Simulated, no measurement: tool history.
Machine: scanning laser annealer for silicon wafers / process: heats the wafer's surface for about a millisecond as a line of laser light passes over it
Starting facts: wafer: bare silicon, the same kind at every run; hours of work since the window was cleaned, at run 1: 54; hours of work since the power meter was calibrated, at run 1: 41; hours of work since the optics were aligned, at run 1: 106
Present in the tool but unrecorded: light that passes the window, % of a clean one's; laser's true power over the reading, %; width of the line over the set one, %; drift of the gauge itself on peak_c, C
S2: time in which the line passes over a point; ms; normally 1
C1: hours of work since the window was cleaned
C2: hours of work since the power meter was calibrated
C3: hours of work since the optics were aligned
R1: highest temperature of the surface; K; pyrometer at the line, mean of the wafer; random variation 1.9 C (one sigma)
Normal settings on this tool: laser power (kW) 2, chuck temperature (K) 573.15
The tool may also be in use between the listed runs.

Run 1, hour 0: usual settings; C1 54; C2 41; C3 106. Result: R1 1393.15 K.
Run 2, hour 9.1: usual settings; C1 61; C2 48; C3 113. Result: R1 1397.15 K.
Run 3, hour 15.8: usual settings; C1 66; C2 53; C3 118. Result: R1 1395.15 K.
Run 4, hour 23.6: usual settings but laser power (kW) 1.89; C1 71; C2 59; C3 124. Result: R1 1355.15 K.
Run 5, hour 34.5: usual settings but laser power (kW) 1.89; C1 80; C2 67; C3 132. Result: R1 1353.15 K.
Run 6, hour 41.5: usual settings but laser power (kW) 1.89; C1 85; C2 72; C3 137. Result: R1 1351.15 K.
Run 7, hour 53.2: usual settings but laser power (kW) 1.89; C1 94; C2 81; C3 146. Result: R1 1353.15 K.
Run 8, hour 65.3: usual settings but laser power (kW) 1.89; C1 103; C2 90; C3 155. Result: R1 1353.15 K.
Run 9, hour 75.6: usual settings; C1 110; C2 98; C3 163. Result: R1 1395.15 K.
Run 10, hour 84.2: usual settings; C1 117; C2 104; C3 169. Result: R1 1401.15 K.
Run 11, hour 91.2: usual settings; C1 122; C2 110; C3 175. Result: R1 1396.15 K.
Run 12, hour 103.3: usual settings; C1 131; C2 119; C3 184. Result: R1 1399.15 K.
Run 13, hour 113: usual settings; C1 138; C2 126; C3 191. Result: R1 1394.15 K.
Run 14, hour 123: usual settings but S2 1.13 ms; C1 146; C2 133; C3 198. Result: R1 1453.15 K.
Run 15, hour 132.1: usual settings but S2 1.13 ms; C1 153; C2 140; C3 205. Result: R1 1450.15 K.
Run 16, hour 143.3: usual settings but S2 1.13 ms; C1 161; C2 149; C3 214. Result: R1 1448.15 K.
Run 17, hour 154.1: usual settings but S2 1.13 ms; C1 169; C2 157; C3 222. Result: R1 1448.15 K.
Run 18, hour 160.8: usual settings but S2 1.13 ms; C1 174; C2 162; C3 227. Result: R1 1452.15 K.
Run 19, hour 167.3: usual settings but laser power (kW) 2.044, S2 1.13 ms; C1 179; C2 167; C3 232. Result: R1 1467.15 K.
Run 20, hour 178.1: usual settings but laser power (kW) 2.044, S2 1.13 ms; C1 187; C2 175; C3 240. Result: R1 1467.15 K.
Run 21, hour 186.3: usual settings but laser power (kW) 1.939; C1 193; C2 181; C3 246. Result: R1 1373.15 K.
Run 22, hour 198.8: usual settings but laser power (kW) 1.909, S2 1.03 ms, chuck temperature (K) 546.15; C1 203; C2 190; C3 255. Result: R1 1346.15 K.
Run 23, hour 209.2: usual settings but laser power (kW) 1.897, S2 1.18 ms; C1 210; C2 198; C3 263. Result: R1 1424.15 K.
Run 24, hour 216: usual settings but laser power (kW) 1.897, S2 1.18 ms; C1 215; C2 203; C3 268. Result: R1 1420.15 K.
Run 25, hour 227.3: usual settings but laser power (kW) 1.897, S2 1.18 ms; C1 224; C2 211; C3 276. Result: R1 1424.15 K.
Run 26, hour 237.3: usual settings but laser power (kW) 1.897, S2 1.18 ms; C1 231; C2 219; C3 284. Result: R1 1424.15 K.
Run 27, hour 249: usual settings but laser power (kW) 2.054, chuck temperature (K) 603.15; C1 240; C2 228; C3 293. Result: R1 1449.15 K.
Run 28, hour 257.1: usual settings but laser power (kW) 2.054, chuck temperature (K) 603.15; C1 246; C2 234; C3 299. Result: R1 1447.15 K.
Run 29, hour 267.8: usual settings but laser power (kW) 1.929, S2 0.83 ms, chuck temperature (K) 540.15; C1 254; C2 242; C3 307. Result: R1 1260.15 K.
Run 30, hour 277.4: usual settings but laser power (kW) 1.929, S2 1.08 ms, chuck temperature (K) 540.15; C1 261; C2 249; C3 314. Result: R1 1366.15 K.
Run 31, hour 287.5: usual settings but laser power (kW) 2.137, S2 0.76 ms, chuck temperature (K) 578.15; C1 269; C2 257; C3 321. Result: R1 1342.15 K.
Run 32, hour 296.9: usual settings but laser power (kW) 2.024, S2 0.76 ms, chuck temperature (K) 572.15; C1 276; C2 264; C3 328. Result: R1 1299.15 K.
Run 33, hour 302.8: usual settings but laser power (kW) 2.024, S2 0.75 ms, chuck temperature (K) 572.15; C1 280; C2 268; C3 333. Result: R1 1293.15 K.
Run 34, hour 310.8: usual settings but laser power (kW) 1.774, S2 1.2 ms, chuck temperature (K) 568.15; C1 286; C2 274; C3 339. Result: R1 1372.15 K.
Run 35, hour 321.5: usual settings but laser power (kW) 1.774, S2 1.2 ms, chuck temperature (K) 568.15; C1 294; C2 282; C3 347. Result: R1 1375.15 K.
Run 36, hour 327.8: usual settings but laser power (kW) 1.774, S2 1.2 ms, chuck temperature (K) 568.15; C1 299; C2 287; C3 352. Result: R1 1376.15 K.
Run 37, hour 337: usual settings but laser power (kW) 1.774, S2 1.2 ms, chuck temperature (K) 568.15; C1 306; C2 294; C3 358. Result: R1 1373.15 K.
Run 38, hour 343.1: usual settings but laser power (kW) 1.744, S2 0.8 ms, chuck temperature (K) 568.15; C1 311; C2 298; C3 363. Result: R1 1214.15 K.
Run 39, hour 352.8: usual settings but laser power (kW) 1.744, S2 0.8 ms, chuck temperature (K) 568.15; C1 318; C2 305; C3 370. Result: R1 1212.15 K.
Run 40, hour 363.2: usual settings but S2 1.22 ms; C1 326; C2 313; C3 378. Result: R1 1482.15 K.
Run 41, hour 374.5: usual settings but laser power (kW) 1.869, S2 1.14 ms; C1 334; C2 322; C3 387. Result: R1 1397.15 K.
Run 42, hour 385.9: usual settings but laser power (kW) 1.741, S2 0.8 ms, chuck temperature (K) 570.15; C1 343; C2 330; C3 395. Result: R1 1214.15 K.

What if the next run were any one of these 3? Each begins from the tool's condition after run 42:
Run A, hour 397.3: usual settings but laser power (kW) 1.999, S2 0.8 ms, chuck temperature (K) 599.15; C1 351; C2 339; C3 404. Result: R1 ?.
Run B, hour 397.3: usual settings but laser power (kW) 1.741, S2 0.71 ms, chuck temperature (K) 570.15; C1 351; C2 339; C3 404. Result: R1 ?.
Run C, hour 397.3: usual settings but laser power (kW) 1.903, S2 1.05 ms, chuck temperature (K) 533.15; C1 351; C2 339; C3 404. Result: R1 ?.

run       R1
  A  1332.15
  B  1179.15
  C  1337.15
With the hidden condition removed and each run's random variation left untouched, the same runs would have given:
run       R1
  A  1332.15
  B  1179.15
  C  1337.15
